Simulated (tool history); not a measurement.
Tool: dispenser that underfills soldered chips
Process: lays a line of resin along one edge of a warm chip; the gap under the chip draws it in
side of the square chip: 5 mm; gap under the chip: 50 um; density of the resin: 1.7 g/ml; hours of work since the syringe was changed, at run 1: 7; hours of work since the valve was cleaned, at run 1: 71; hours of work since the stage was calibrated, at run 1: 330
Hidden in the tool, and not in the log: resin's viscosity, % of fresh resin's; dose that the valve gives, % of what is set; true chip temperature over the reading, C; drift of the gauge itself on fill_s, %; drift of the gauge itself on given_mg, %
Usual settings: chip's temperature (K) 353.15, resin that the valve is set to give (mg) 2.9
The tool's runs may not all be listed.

| run | day | chip's temperature (K) | resin that the valve is set to give (mg) | hours of work since the syringe was changed | hours of work since the valve was cleaned | hours of work since the stage was calibrated | time until the resin shows at the far edge (s) | resin that the valve gave (mg) |
|---|---|---|---|---|---|---|---|---|
| 1 | 0 | 353.15 | 2.9 | 7 | 71 | 330 | 41.3 | 2.73 |
|  | 0.067 | new syringe of resin |
| 2 | 0.367 | 353.15 | 2.9 | 5 | 77 | 336 | 34.4 | 2.69 |
|  | 0.571 | new syringe of resin |
| 3 | 0.708 | 353.15 | 2.9 | 2 | 82 | 342 | 27.3 | 2.69 |
|  | 0.783 | dispensing valve cleaned and set on the balance |
| 4 | 1.021 | 353.15 | 2.9 | 7 | 4 | 346 | 39.6 | 2.89 |
|  | 1.117 | new syringe of resin |
| 5 | 1.262 | 353.15 | 2.9 | 2 | 8 | 350 | 26.7 | 2.92 |
|  | 1.592 | new syringe of resin |
| 6 | 1.617 | 353.15 | 2.9 | 0 | 13 | 355 | 23.1 | 2.87 |
| 7 | 1.888 | 353.15 | 2.9 | 5 | 18 | 360 | 33.6 | 2.86 |
|  | 2.062 | new syringe of resin |
| 8 | 2.388 | 353.15 | 2.9 | 5 | 26 | 368 | 34.9 | 2.85 |
|  | 2.542 | new syringe of resin |
| 9 | 2.888 | 353.15 | 2.9 | 6 | 34 | 376 | 35.8 | 2.83 |
|  | 3.008 | new syringe of resin |
| 10 | 3.433 | 353.15 | 2.9 | 7 | 42 | 384 | 40.5 | 2.82 |
|  | 3.488 | new syringe of resin |
| 11 | 3.896 | 353.15 | 2.9 | 7 | 50 | 392 | 39.3 | 2.76 |
|  | 3.979 | new syringe of resin |
| 12 | 4.192 | 343.15 | 2.9 | 3 | 54 | 396 | 50.5 | 2.76 |
|  | 4.467 | new syringe of resin |
| 13 | 4.738 | 352.15 | 3.04 | 4 | 63 | 405 | 33.6 | 2.86 |

The next listed run, before its measurement:
|  | 4.958 | stage's temperature calibrated |
|  | 5.012 | new syringe of resin |
| 14 | 5.192 | 352.15 | 3.04 | 3 | 69 | 4 | ? | ? |

Run 14 gave time until the resin shows at the far edge (s) 31.4, resin that the valve gave (mg) 2.86.
Without the tool's hidden state the same run would have given time until the resin shows at the far edge (s) 23.5, resin that the valve gave (mg) 3.04.

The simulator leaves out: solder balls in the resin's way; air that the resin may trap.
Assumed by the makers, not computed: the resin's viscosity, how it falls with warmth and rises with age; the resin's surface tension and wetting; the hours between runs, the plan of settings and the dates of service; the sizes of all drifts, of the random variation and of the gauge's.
